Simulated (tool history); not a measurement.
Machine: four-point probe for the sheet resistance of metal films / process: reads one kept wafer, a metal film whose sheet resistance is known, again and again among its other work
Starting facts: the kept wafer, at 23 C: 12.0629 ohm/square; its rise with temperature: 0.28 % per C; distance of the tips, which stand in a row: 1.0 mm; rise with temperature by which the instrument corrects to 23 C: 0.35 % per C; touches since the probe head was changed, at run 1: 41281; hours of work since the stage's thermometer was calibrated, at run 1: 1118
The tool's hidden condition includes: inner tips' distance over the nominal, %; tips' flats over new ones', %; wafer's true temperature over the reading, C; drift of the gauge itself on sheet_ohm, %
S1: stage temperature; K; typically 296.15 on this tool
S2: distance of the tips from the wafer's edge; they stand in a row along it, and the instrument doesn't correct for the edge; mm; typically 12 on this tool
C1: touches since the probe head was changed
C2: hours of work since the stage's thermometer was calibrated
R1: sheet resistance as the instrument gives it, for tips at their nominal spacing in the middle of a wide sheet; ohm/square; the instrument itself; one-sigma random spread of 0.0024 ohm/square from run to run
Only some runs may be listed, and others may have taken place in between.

run,hour,S1,S2,C1,C2,R1
1,0,296.15,12,41281,1118,12.185314
2,56.5,296.15,12,43992,1156,12.183644
3,129.9,296.15,12,47510,1205,12.1775
4,164,296.15,12,49143,1228,12.179437
5,233.7,296.15,12,52488,1275,12.179323
6,297.2,296.15,12,55533,1318,12.174374
7,335.6,296.15,12,57374,1344,12.174851
8,393.6,296.15,59,60156,1383,12.122887
9,459.4,296.15,4,63309,1427,12.515391
10,511.9,296.15,4,65828,1462,12.507553
11,567.3,296.15,4,68483,1500,12.512711
12,601.8,298.15,4,70137,1523,12.497061
13,650.1,298.15,4,72453,1555,12.490936
14,696,298.15,4,74652,1586,12.493995
15,741.8,298.15,4,76852,1617,12.491805
16,804.6,298.15,4,79862,1660,12.488767
17,856.5,298.15,4,82352,1695,12.479396
18,929.7,298.15,4,85861,1744,12.482089
19,992.5,294.15,12,88873,1786,12.166984
20,1057.7,296.15,10,91999,1830,12.160188
21,1128.1,296.15,10,95372,1878,12.160643
22,1160.4,296.15,10,96922,1899,12.161238
23,1195.6,296.15,10,98609,1923,12.16031
24,1250.1,296.15,10,101223,1960,12.162025
25,1307.8,295.15,12,103990,1999,12.141374
26,1347.6,301.15,7,105900,2025,12.179452
27,1387.9,303.15,4,107832,2053,12.425609
28,1445.9,303.15,4,110613,2092,12.42629
29,1501.9,303.15,4,113296,2129,12.42214
# hour 1522.2: new probe head fitted
30,1564.6,295.15,53,2036,2171,12.110159
31,1620.6,302.15,49,4722,2209,12.057603

Estimate the outcome of run 32 from the log above:
32,1679.5,306.15,10,7545,2248,?

For run 32 the tool returned R1 12.078368 ohm/square.
Minus the tool's unlogged condition, the same run would have read R1 12.047213 ohm/square.
